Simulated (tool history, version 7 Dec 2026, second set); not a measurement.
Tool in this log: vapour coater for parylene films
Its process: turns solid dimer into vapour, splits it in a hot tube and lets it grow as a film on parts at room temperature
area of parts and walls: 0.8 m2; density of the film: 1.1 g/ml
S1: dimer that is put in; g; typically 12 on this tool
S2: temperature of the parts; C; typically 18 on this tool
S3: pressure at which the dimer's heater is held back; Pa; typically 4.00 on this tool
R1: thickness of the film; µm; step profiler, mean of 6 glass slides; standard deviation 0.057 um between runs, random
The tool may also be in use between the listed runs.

run	hour	S1	S2	S3	R1
1	0.0	12	18	4.00	6.22
2	40.7	12	18	4.00	6.05
3	90.0	12	18	4.00	6.13
4	111.2	12	11	4.00	8.08
5	136.4	12	11	4.00	7.97
# hour 182.2: trap's valve overhauled
6	188.3	12	11	4.00	7.68
7	215.3	12	21	4.00	5.23
8	250.7	12	21	4.00	5.11
# hour 279.0: trap's valve overhauled, once more
9	284.0	12	21	4.00	5.88
10	309.6	12	21	4.00	5.78
11	337.8	12	21	4.00	5.82
12	385.0	12	21	4.00	5.69
13	413.5	12	15	4.00	7.30
14	438.0	12	11	4.00	8.55
15	484.0	12	11	6.66	8.04
16	516.4	12	11	6.66	8.01
17	543.6	12	18	4.00	6.41
18	568.7	12	18	4.00	6.41
19	612.3	12	18	4.00	6.35
20	643.8	12	23	4.00	5.15
21	664.3	12	23	4.00	5.06
22	691.1	12	23	4.00	5.17
23	722.0	12	23	4.00	5.16
24	757.0	12	23	4.00	5.09
25	798.2	12	14	4.00	7.28
26	837.6	18	17	4.00	9.56
27	869.8	18	17	4.00	9.53
28	910.1	7	27	2.01	2.61
29	953.1	8	16	4.00	4.41
30	973.7	8	25	3.60	3.07
31	998.1	12	29	6.24	3.78
32	1021.9	12	29	6.24	3.67
33	1051.8	12	29	6.24	3.77
# hour 1076.4: trap's valve overhauled
34	1101.0	14	12	6.67	9.37
35	1142.7	14	12	6.67	9.36
36	1192.1	17	18	2.68	9.41
37	1226.9	10	10	2.68	7.57
38	1265.8	5	14	2.68	3.21
39	1312.7	12	22	4.00	5.49
40	1340.6	8	18	4.00	4.26
41	1364.0	8	18	4.00	4.19
42	1394.6	11	11	4.00	7.65
43	1434.4	8	26	11.00	2.77
44	1455.4	8	26	11.00	2.84
45	1481.0	10	24	3.34	4.17
46	1524.6	12	18	2.33	6.41
47	1553.6	11	20	10.41	4.91

Alternative continuations, all from the tool just after run 47; predict every row:
A	1596.3	10	18	5.05	?
B	1596.3	12	23	2.91	?
C	1596.3	8	11	6.44	?

run	R1
A	5.05
B	5.15
C	5.30
Stripped of hidden state, with their random variation kept, the same runs would have yielded:
run	R1
A	5.52
B	5.63
C	5.79
